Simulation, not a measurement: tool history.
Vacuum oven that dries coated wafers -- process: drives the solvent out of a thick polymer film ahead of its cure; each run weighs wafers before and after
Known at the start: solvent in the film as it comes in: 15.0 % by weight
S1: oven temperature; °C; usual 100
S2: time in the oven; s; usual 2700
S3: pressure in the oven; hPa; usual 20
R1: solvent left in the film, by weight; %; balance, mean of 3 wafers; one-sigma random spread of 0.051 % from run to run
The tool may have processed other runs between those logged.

| run | hour | S1 | S2 | S3 | R1 |
|---|---|---|---|---|---|
| 1 | 0 | 100 | 2700 | 20 | 3.29 |
| 2 | 41.3 | 110 | 2700 | 20 | 1.38 |
| 3 | 81.7 | 110 | 2700 | 20 | 1.44 |
| 4 | 120.5 | 100 | 2700 | 20 | 3.28 |
| 5 | 164.8 | 100 | 2700 | 33.5 | 3.97 |
| 6 | 200.5 | 102 | 2700 | 33.5 | 3.52 |
| 7 | 222.7 | 102 | 2700 | 33.5 | 3.47 |
| 8 | 248 | 100 | 2700 | 20 | 3.31 |
| 9 | 286.7 | 100 | 3120 | 20 | 2.79 |
| 10 | 307.1 | 90 | 2700 | 20 | 6.07 |
| 11 | 348.2 | 100 | 2700 | 20 | 3.29 |
| 12 | 386.9 | 100 | 2700 | 20 | 3.27 |
| 13 | 411.7 | 100 | 2700 | 20 | 3.2 |
| 14 | 447.5 | 100 | 2700 | 20 | 3.3 |
| 15 | 476.4 | 100 | 2700 | 20 | 3.39 |
| 16 | 507.3 | 100 | 2700 | 20 | 3.25 |
| 17 | 533 | 99 | 1920 | 20 | 4.85 |
| 18 | 577.6 | 98 | 2280 | 21.1 | 4.45 |
| 19 | 601.4 | 87 | 4560 | 21.1 | 4.96 |
| 20 | 620.4 | 113 | 1620 | 21.1 | 2.19 |
| 21 | 654 | 113 | 1920 | 42.1 | 2.41 |
| 22 | 697.6 | 113 | 3480 | 20.9 | 0.9 |
| 23 | 725.1 | 114 | 3780 | 20 | 0.74 |
| 24 | 762 | 97 | 2040 | 19.9 | 5.11 |
| 25 | 790.3 | 105 | 2040 | 50.1 | 4.2 |
| 26 | 818.2 | 105 | 2040 | 50.1 | 4.02 |
| 27 | 855.6 | 105 | 2040 | 50.1 | 4.16 |
| 28 | 891.9 | 100 | 2700 | 20 | 3.09 |
| 29 | 938.4 | 85 | 2040 | 34 | 8.92 |
| 30 | 983.2 | 85 | 2040 | 34 | 9.07 |
| 31 | 1013.8 | 113 | 4500 | 32.7 | 1.23 |
| 32 | 1041.7 | 113 | 4500 | 32.7 | 1.17 |

A few steps of R1 between consecutive runs. Split each: what settings, incoming material and random variation would produce without the hidden state, and what is left over for the hidden state, along with gauge scatter present in only one of the two compared results (measured, and without hidden state):
Unlogged tool condition in this case: true wafer temperature over the reading, C; true pressure over the reading, kPa; drift of the gauge itself on solvent_pct, %.
Run 21 -> 22: S2 1920 -> 3480, S3 42.1 -> 20.9. R1 -1.51 %: hidden state +0.05, all else -1.56.
Run 23 -> 24: S1 114 -> 97, S2 3780 -> 2040, S3 20 -> 19.9. R1 +4.37 %: hidden state -0.07, all else +4.44.
Run 28 -> 29: S1 100 -> 85, S2 2700 -> 2040, S3 20 -> 34. R1 +5.83 %: hidden state -0.01, all else +5.84.
Run 30 -> 31: S1 85 -> 113, S2 2040 -> 4500, S3 34 -> 32.7. R1 -7.84 %: hidden state +0.09, all else -7.93.
